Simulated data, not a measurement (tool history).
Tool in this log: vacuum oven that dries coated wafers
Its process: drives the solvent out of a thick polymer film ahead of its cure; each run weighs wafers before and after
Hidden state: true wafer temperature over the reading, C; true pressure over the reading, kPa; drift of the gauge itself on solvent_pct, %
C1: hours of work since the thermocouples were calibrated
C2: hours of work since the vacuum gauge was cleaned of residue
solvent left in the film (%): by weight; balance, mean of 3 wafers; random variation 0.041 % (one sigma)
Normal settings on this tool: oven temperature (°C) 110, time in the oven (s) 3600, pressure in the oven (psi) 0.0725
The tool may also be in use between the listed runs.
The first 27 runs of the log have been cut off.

Run 28, day 9.804: usual settings but oven temperature (°C) 106, time in the oven (s) 6060, pressure in the oven (psi) 0.0844; C1 667; C2 181. Result: solvent left in the film (%) 1.62.
Run 29, day 10.246: usual settings but oven temperature (°C) 103, time in the oven (s) 3420, pressure in the oven (psi) 0.2593; C1 672; C2 186. Result: solvent left in the film (%) 6.25.
Run 30, day 10.704: usual settings but oven temperature (°C) 103, time in the oven (s) 3420, pressure in the oven (psi) 0.2593; C1 678; C2 192. Result: solvent left in the film (%) 6.27.
Run 31, day 11.150: usual settings but oven temperature (°C) 103, time in the oven (s) 3420, pressure in the oven (psi) 0.1774; C1 683; C2 197. Result: solvent left in the film (%) 5.78.
Run 32, day 11.592: usual settings but oven temperature (°C) 116, time in the oven (s) 2280; C1 688; C2 202. Result: solvent left in the film (%) 3.17.
Run 33, day 11.854: usual settings but oven temperature (°C) 100, time in the oven (s) 2760, pressure in the oven (psi) 0.1273; C1 691; C2 205. Result: solvent left in the film (%) 8.04.
Run 34, day 12.304: usual settings but time in the oven (s) 5160, pressure in the oven (psi) 0.1710; C1 696; C2 211. Result: solvent left in the film (%) 1.89.
Run 35, day 12.538: usual settings but oven temperature (°C) 105, time in the oven (s) 1800, pressure in the oven (psi) 0.1710; C1 699; C2 213. Result: solvent left in the film (%) 9.15.
Run 36, day 12.821: usual settings but oven temperature (°C) 122, time in the oven (s) 4440, pressure in the oven (psi) 0.1736; C1 702; C2 217. Result: solvent left in the film (%) 0.83.
Run 37, day 13.262: usual settings but oven temperature (°C) 122, time in the oven (s) 4440, pressure in the oven (psi) 0.0447; C1 708; C2 222. Result: solvent left in the film (%) 0.35.
Run 38, day 13.583: usual settings but oven temperature (°C) 98, time in the oven (s) 2220, pressure in the oven (psi) 0.0447; C1 711; C2 226. Result: solvent left in the film (%) 9.92.
Run 39, day 13.883: usual settings but pressure in the oven (psi) 0.0600; C1 715; C2 229. Result: solvent left in the film (%) 2.51.
Run 40, day 14.271: usual settings but oven temperature (°C) 106, time in the oven (s) 2100, pressure in the oven (psi) 0.1427; C1 719; C2 234. Result: solvent left in the film (%) 7.49.
Run 41, day 14.750: usual settings but time in the oven (s) 5400, pressure in the oven (psi) 0.1352; C1 725; C2 239. Result: solvent left in the film (%) 1.63.
Run 42, day 15.200: usual settings but time in the oven (s) 5400, pressure in the oven (psi) 0.1352; C1 730; C2 245. Result: solvent left in the film (%) 1.52.
Run 43, day 15.475: usual settings but time in the oven (s) 5400, pressure in the oven (psi) 0.1352; C1 734; C2 248. Result: solvent left in the film (%) 1.64.
Run 44, day 15.688: usual settings but time in the oven (s) 2160, pressure in the oven (psi) 0.1250; C1 736; C2 250. Result: solvent left in the film (%) 5.73.
Run 45, day 15.938: usual settings but oven temperature (°C) 99, time in the oven (s) 2220, pressure in the oven (psi) 0.2564; C1 739; C2 253. Result: solvent left in the film (%) 10.72.
Run 46, day 16.142: usual settings but oven temperature (°C) 105, time in the oven (s) 5820, pressure in the oven (psi) 0.0511; C1 741; C2 256. Result: solvent left in the film (%) 1.81.
Run 47, day 16.508: usual settings but oven temperature (°C) 105, time in the oven (s) 5820, pressure in the oven (psi) 0.0511; C1 746; C2 260. Result: solvent left in the film (%) 1.75.
Run 48, day 16.904: usual settings but oven temperature (°C) 105, time in the oven (s) 5820, pressure in the oven (psi) 0.0511; C1 750; C2 264. Result: solvent left in the film (%) 1.76.

3 options for the next run, each taken on its own from the tool as it stands now. Forecast them:
Run A, day 17.412: usual settings but oven temperature (°C) 105, time in the oven (s) 5820, pressure in the oven (psi) 0.0470; C1 756; C2 270. Result: solvent left in the film (%) ?.
Run B, day 17.412: usual settings but oven temperature (°C) 107, time in the oven (s) 4740, pressure in the oven (psi) 0.0931; C1 756; C2 270. Result: solvent left in the film (%) ?.
Run C, day 17.412: usual settings but pressure in the oven (psi) 0.0560; C1 756; C2 270. Result: solvent left in the film (%) ?.

run  solvent left in the film (%)
  A                          1.65
  B                          2.28
  C                          2.45
With no hidden state in the tool, these same runs would have given:
run  solvent left in the film (%)
  A                          1.65
  B                          2.32
  C                          2.51
